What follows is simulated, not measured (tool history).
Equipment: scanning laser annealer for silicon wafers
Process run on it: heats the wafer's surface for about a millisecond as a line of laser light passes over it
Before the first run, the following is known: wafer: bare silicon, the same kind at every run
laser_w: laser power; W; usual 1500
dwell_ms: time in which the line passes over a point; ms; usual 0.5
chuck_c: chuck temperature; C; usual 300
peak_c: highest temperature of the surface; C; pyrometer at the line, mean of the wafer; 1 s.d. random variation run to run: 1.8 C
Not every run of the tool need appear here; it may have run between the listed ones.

run,day,laser_w,dwell_ms,chuck_c,peak_c
1,0,1500,0.5,300,1036
2,0.554,1500,0.5,300,1037
3,1.229,1500,0.5,300,1036
4,1.867,1500,0.5,300,1037
5,2.746,1633,0.5,300,1124
6,3.483,1633,0.5,300,1119
7,4.012,1500,0.5,339,1076
8,4.779,1500,0.5,339,1075
9,5.2,1500,0.5,339,1079
10,6.071,1500,0.5,339,1075
11,6.592,1355,0.5,339,990
# day 7.2: window over the wafer cleaned
12,7.242,1355,0.5,339,988
13,7.967,1500,0.413,300,966
14,8.721,1500,0.413,300,962
15,9.229,1500,0.5,277,1017
16,10.029,1500,0.5,277,1014
17,10.433,1500,0.5,265,1001
18,11.292,1500,0.5,265,1004
19,11.846,1500,0.5,300,1037
20,12.375,1500,0.5,300,1033
21,13.108,1500,0.5,318,1053
22,13.583,1289,0.358,300,805
23,14.45,1289,0.358,300,803

Estimate the outcome of run 24 from the log above:
24,15.288,1289,0.358,300,?

Run 24 yielded peak_c 804 C.
Were there no unlogged condition in the tool, this run, its random variation unchanged, would have produced peak_c 805 C.
